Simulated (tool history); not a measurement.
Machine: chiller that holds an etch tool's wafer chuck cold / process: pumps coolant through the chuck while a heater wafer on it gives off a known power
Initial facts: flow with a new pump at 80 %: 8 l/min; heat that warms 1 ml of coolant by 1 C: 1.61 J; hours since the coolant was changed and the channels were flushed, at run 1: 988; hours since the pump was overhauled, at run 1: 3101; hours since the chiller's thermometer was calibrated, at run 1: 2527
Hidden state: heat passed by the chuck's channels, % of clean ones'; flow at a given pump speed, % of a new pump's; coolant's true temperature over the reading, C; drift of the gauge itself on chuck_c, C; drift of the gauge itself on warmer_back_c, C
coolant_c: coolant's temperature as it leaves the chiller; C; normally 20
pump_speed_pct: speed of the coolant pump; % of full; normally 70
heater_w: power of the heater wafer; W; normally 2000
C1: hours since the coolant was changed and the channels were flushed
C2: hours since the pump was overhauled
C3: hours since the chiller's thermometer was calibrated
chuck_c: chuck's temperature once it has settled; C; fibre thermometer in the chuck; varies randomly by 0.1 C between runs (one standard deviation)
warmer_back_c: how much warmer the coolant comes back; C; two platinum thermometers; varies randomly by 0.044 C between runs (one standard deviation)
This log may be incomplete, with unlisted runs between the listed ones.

{"run": 1, "hour": 0.0, "coolant_c": 20, "pump_speed_pct": 70, "heater_w": 2000, "C1": 988, "C2": 3101, "C3": 2527, "chuck_c": 42.9, "warmer_back_c": 10.61}
{"run": 2, "hour": 79.9, "coolant_c": 20, "pump_speed_pct": 63, "heater_w": 2000, "C1": 1068, "C2": 3181, "C3": 2607, "chuck_c": 44.5, "warmer_back_c": 11.9}
{"run": 3, "hour": 180.9, "coolant_c": 20, "pump_speed_pct": 95, "heater_w": 2000, "C1": 1169, "C2": 3282, "C3": 2708, "chuck_c": 38.7, "warmer_back_c": 7.85}
{"run": 4, "hour": 254.4, "coolant_c": 20, "pump_speed_pct": 95, "heater_w": 2263, "C1": 1243, "C2": 3356, "C3": 2781, "chuck_c": 41.2, "warmer_back_c": 8.83}
{"hour": 313.4, "done": "chiller's thermometer calibrated"}
{"run": 5, "hour": 357.3, "coolant_c": 20, "pump_speed_pct": 95, "heater_w": 2263, "C1": 1344, "C2": 3458, "C3": 44, "chuck_c": 40.9, "warmer_back_c": 8.8}
{"run": 6, "hour": 443.6, "coolant_c": 20, "pump_speed_pct": 70, "heater_w": 2000, "C1": 1431, "C2": 3544, "C3": 130, "chuck_c": 42.9, "warmer_back_c": 10.7}
{"run": 7, "hour": 570.2, "coolant_c": 20, "pump_speed_pct": 70, "heater_w": 2000, "C1": 1557, "C2": 3671, "C3": 257, "chuck_c": 42.8, "warmer_back_c": 10.65}
{"run": 8, "hour": 666.3, "coolant_c": 20, "pump_speed_pct": 70, "heater_w": 2000, "C1": 1653, "C2": 3767, "C3": 353, "chuck_c": 42.9, "warmer_back_c": 10.57}
{"run": 9, "hour": 763.3, "coolant_c": 20, "pump_speed_pct": 70, "heater_w": 2000, "C1": 1750, "C2": 3864, "C3": 450, "chuck_c": 42.8, "warmer_back_c": 10.6}
{"run": 10, "hour": 842.3, "coolant_c": 20, "pump_speed_pct": 70, "heater_w": 2000, "C1": 1829, "C2": 3943, "C3": 529, "chuck_c": 43, "warmer_back_c": 10.54}
{"run": 11, "hour": 928.6, "coolant_c": 20, "pump_speed_pct": 70, "heater_w": 2265, "C1": 1916, "C2": 4029, "C3": 615, "chuck_c": 46, "warmer_back_c": 12.05}
{"run": 12, "hour": 1067.1, "coolant_c": 24, "pump_speed_pct": 70, "heater_w": 2000, "C1": 2054, "C2": 4168, "C3": 754, "chuck_c": 47, "warmer_back_c": 10.6}
{"run": 13, "hour": 1139.7, "coolant_c": 24, "pump_speed_pct": 70, "heater_w": 2000, "C1": 2127, "C2": 4240, "C3": 826, "chuck_c": 46.9, "warmer_back_c": 10.62}
{"run": 14, "hour": 1270.7, "coolant_c": 24, "pump_speed_pct": 70, "heater_w": 2000, "C1": 2258, "C2": 4371, "C3": 957, "chuck_c": 47, "warmer_back_c": 10.5}
{"run": 15, "hour": 1392.0, "coolant_c": 24, "pump_speed_pct": 70, "heater_w": 2000, "C1": 2379, "C2": 4493, "C3": 1079, "chuck_c": 46.9, "warmer_back_c": 10.49}
{"run": 16, "hour": 1477.5, "coolant_c": 24, "pump_speed_pct": 70, "heater_w": 2000, "C1": 2465, "C2": 4578, "C3": 1164, "chuck_c": 47.1, "warmer_back_c": 10.58}
{"run": 17, "hour": 1562.5, "coolant_c": 24, "pump_speed_pct": 70, "heater_w": 2000, "C1": 2550, "C2": 4663, "C3": 1249, "chuck_c": 47, "warmer_back_c": 10.52}
{"run": 18, "hour": 1683.9, "coolant_c": 24, "pump_speed_pct": 70, "heater_w": 2000, "C1": 2671, "C2": 4784, "C3": 1370, "chuck_c": 46.9, "warmer_back_c": 10.56}
{"run": 19, "hour": 1814.6, "coolant_c": 24, "pump_speed_pct": 70, "heater_w": 2000, "C1": 2802, "C2": 4915, "C3": 1501, "chuck_c": 47.2, "warmer_back_c": 10.44}
{"run": 20, "hour": 1903.7, "coolant_c": 20, "pump_speed_pct": 89, "heater_w": 2484, "C1": 2891, "C2": 5004, "C3": 1590, "chuck_c": 44.1, "warmer_back_c": 10.26}
{"run": 21, "hour": 2013.8, "coolant_c": 20, "pump_speed_pct": 64, "heater_w": 1543, "C1": 3001, "C2": 5114, "C3": 1700, "chuck_c": 38.8, "warmer_back_c": 8.73}
{"run": 22, "hour": 2102.6, "coolant_c": 20, "pump_speed_pct": 64, "heater_w": 1543, "C1": 3090, "C2": 5203, "C3": 1789, "chuck_c": 39, "warmer_back_c": 8.8}
{"run": 23, "hour": 2171.4, "coolant_c": 15, "pump_speed_pct": 70, "heater_w": 2000, "C1": 3159, "C2": 5272, "C3": 1858, "chuck_c": 37.9, "warmer_back_c": 10.49}
{"run": 24, "hour": 2278.2, "coolant_c": 14, "pump_speed_pct": 60, "heater_w": 1071, "C1": 3265, "C2": 5379, "C3": 1965, "chuck_c": 27.7, "warmer_back_c": 6.47}
{"run": 25, "hour": 2372.7, "coolant_c": 14, "pump_speed_pct": 63, "heater_w": 1036, "C1": 3360, "C2": 5473, "C3": 2059, "chuck_c": 26.7, "warmer_back_c": 5.94}
{"run": 26, "hour": 2501.8, "coolant_c": 14, "pump_speed_pct": 64, "heater_w": 1036, "C1": 3489, "C2": 5602, "C3": 2188, "chuck_c": 26.6, "warmer_back_c": 5.8}
{"run": 27, "hour": 2619.5, "coolant_c": 21, "pump_speed_pct": 64, "heater_w": 2404, "C1": 3607, "C2": 5720, "C3": 2306, "chuck_c": 50.3, "warmer_back_c": 13.82}
{"run": 28, "hour": 2706.3, "coolant_c": 21, "pump_speed_pct": 64, "heater_w": 2404, "C1": 3693, "C2": 5807, "C3": 2393, "chuck_c": 50.5, "warmer_back_c": 13.75}
{"run": 29, "hour": 2771.3, "coolant_c": 21, "pump_speed_pct": 64, "heater_w": 2404, "C1": 3758, "C2": 5872, "C3": 2458, "chuck_c": 50.3, "warmer_back_c": 13.76}
{"run": 30, "hour": 2840.6, "coolant_c": 15, "pump_speed_pct": 70, "heater_w": 1730, "C1": 3828, "C2": 5941, "C3": 2527, "chuck_c": 34.9, "warmer_back_c": 8.91}
{"hour": 2859.4, "done": "gauge calibrated"}
{"run": 31, "hour": 2948.6, "coolant_c": 15, "pump_speed_pct": 70, "heater_w": 1730, "C1": 3936, "C2": 6049, "C3": 2635, "chuck_c": 35, "warmer_back_c": 9.2}
{"run": 32, "hour": 3041.9, "coolant_c": 28, "pump_speed_pct": 81, "heater_w": 1692, "C1": 4029, "C2": 6142, "C3": 2728, "chuck_c": 45.5, "warmer_back_c": 7.76}

Hidden state or all else? Some run-to-run changes of warmer_back_c, split into what the settings, what came in and random variation would give without the hidden state, and what is left for the hidden state (with any gauge scatter that isn't in both results):
Run 2 -> 3: pump_speed_pct 63 -> 95. warmer_back_c -4.05 C: hidden state -0.02, all else -4.03.
Run 6 -> 7: no setting changed, nothing entered. warmer_back_c -0.05 C: hidden state -0.02, all else -0.03.
Run 26 -> 27: coolant_c 14 -> 21, heater_w 1036 -> 2404. warmer_back_c +8.02 C: hidden state +0, all else +8.02.
Run 29 -> 30: coolant_c 21 -> 15, pump_speed_pct 64 -> 70, heater_w 2404 -> 1730. warmer_back_c -4.85 C: hidden state -0.01, all else -4.84.
Run 30 -> 31: gauge calibrated. warmer_back_c +0.29 C: hidden state +0.27, all else +0.02.

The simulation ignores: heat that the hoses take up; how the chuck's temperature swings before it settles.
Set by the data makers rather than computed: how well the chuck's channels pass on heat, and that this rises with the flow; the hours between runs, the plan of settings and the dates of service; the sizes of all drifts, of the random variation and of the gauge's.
